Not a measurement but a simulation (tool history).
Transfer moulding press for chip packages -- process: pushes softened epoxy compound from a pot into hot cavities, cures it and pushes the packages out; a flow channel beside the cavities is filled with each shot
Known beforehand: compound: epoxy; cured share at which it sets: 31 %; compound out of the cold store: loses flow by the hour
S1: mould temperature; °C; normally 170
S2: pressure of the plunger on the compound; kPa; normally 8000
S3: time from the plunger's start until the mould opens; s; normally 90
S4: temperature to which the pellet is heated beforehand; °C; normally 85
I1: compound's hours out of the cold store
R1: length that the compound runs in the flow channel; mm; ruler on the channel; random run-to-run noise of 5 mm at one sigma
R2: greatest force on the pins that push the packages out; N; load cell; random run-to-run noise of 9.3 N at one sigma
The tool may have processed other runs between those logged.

run,hour,S1,S2,S3,S4,I1,R1,R2
1,0.0,170,8000,90,85,31.3,633,399
# hour 7.2: plunger's sealing rings changed
2,13.8,170,8000,90,85,12.6,696,421
3,24.3,170,8000,108,85,25.6,648,400
4,30.7,170,8000,108,85,14.9,693,380
5,40.7,178,8000,90,85,41.9,574,368
6,46.5,170,8000,90,85,40.5,605,401
7,52.0,170,8000,90,85,32.0,627,415
8,59.3,170,8000,90,85,18.5,677,419
9,70.5,170,8000,90,85,44.8,580,410
10,80.1,170,8000,90,85,13.2,687,420
# hour 86.1: cavities cleaned with cleaning compound and waxed
11,87.0,170,8000,90,85,25.8,642,399
12,93.0,167,7630,130,86,42.0,590,382
13,101.4,167,7630,130,86,19.0,668,386
14,108.4,173,7630,130,93,36.3,602,377
15,116.3,173,7630,130,93,43.8,563,385
16,126.1,169,7630,130,94,44.9,574,372
17,133.8,170,6430,90,85,17.4,600,423
18,140.7,170,6430,90,85,26.2,583,428
19,149.3,175,8000,115,85,8.8,689,383
20,158.6,177,9170,94,85,37.2,644,384
21,164.3,177,9170,71,90,28.4,658,423

Here are 4 independent what-if runs from the current tool condition. What would each one return?
# hour 169.7: cavities cleaned with cleaning compound and waxed
A,176.7,176,8000,90,90,16.3,?,?
# hour 169.7: cavities cleaned with cleaning compound and waxed
B,176.7,177,9170,76,83,22.4,?,?
# hour 169.7: cavities cleaned with cleaning compound and waxed
C,176.7,170,8000,90,85,28.9,?,?
# hour 169.7: cavities cleaned with cleaning compound and waxed
D,176.7,170,7650,104,85,26.9,?,?

run,R1,R2
A,662,380
B,685,408
C,629,430
D,633,379
The same runs, with their run-to-run variation unchanged, on a tool lacking any hidden condition would have given:
run,R1,R2
A,662,379
B,685,407
C,630,429
D,634,378

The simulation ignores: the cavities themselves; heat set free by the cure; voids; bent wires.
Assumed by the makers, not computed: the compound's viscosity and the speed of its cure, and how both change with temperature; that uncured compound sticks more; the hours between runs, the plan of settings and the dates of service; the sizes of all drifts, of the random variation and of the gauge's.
